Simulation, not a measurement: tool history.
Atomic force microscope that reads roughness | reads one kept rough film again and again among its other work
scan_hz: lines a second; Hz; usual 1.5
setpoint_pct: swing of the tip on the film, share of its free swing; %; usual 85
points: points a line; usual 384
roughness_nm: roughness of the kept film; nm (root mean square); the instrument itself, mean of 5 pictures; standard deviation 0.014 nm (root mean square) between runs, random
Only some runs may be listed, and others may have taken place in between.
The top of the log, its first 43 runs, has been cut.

| run | hour | scan_hz | setpoint_pct | points | roughness_nm |
|---|---|---|---|---|---|
| 44 | 438.7 | 1.5 | 84 | 384 | 3.2 |
| 45 | 446.4 | 1.5 | 85 | 401 | 3.191 |
| 46 | 455.6 | 1.5 | 79 | 309 | 3.283 |
| 47 | 461.4 | 1.3 | 71 | 708 | 3.483 |
| 48 | 473.6 | 0.92 | 72 | 384 | 3.482 |
| 49 | 485.3 | 0.56 | 58 | 590 | 3.575 |
| 50 | 497.1 | 0.56 | 58 | 477 | 3.545 |
| 51 | 505.4 | 0.8 | 58 | 412 | 3.494 |
| 52 | 512.5 | 0.8 | 58 | 412 | 3.454 |

5 ways to go on from here, each from the tool as it stands after run 52. What would each give?
| A | 521.5 | 0.8 | 58 | 432 | ? |
| B | 521.5 | 0.61 | 58 | 412 | ? |
| C | 521.5 | 0.8 | 79 | 412 | ? |
| D | 521.5 | 1.64 | 84 | 644 | ? |
| E | 521.5 | 0.8 | 56 | 412 | ? |

| run | roughness_nm |
|---|---|
| A | 3.455 |
| B | 3.467 |
| C | 3.276 |
| D | 2.946 |
| E | 3.448 |
Had the tool no hidden state, the same runs would have come out as:
| run | roughness_nm |
|---|---|
| A | 4.017 |
| B | 4.031 |
| C | 3.81 |
| D | 3.425 |
| E | 4.009 |
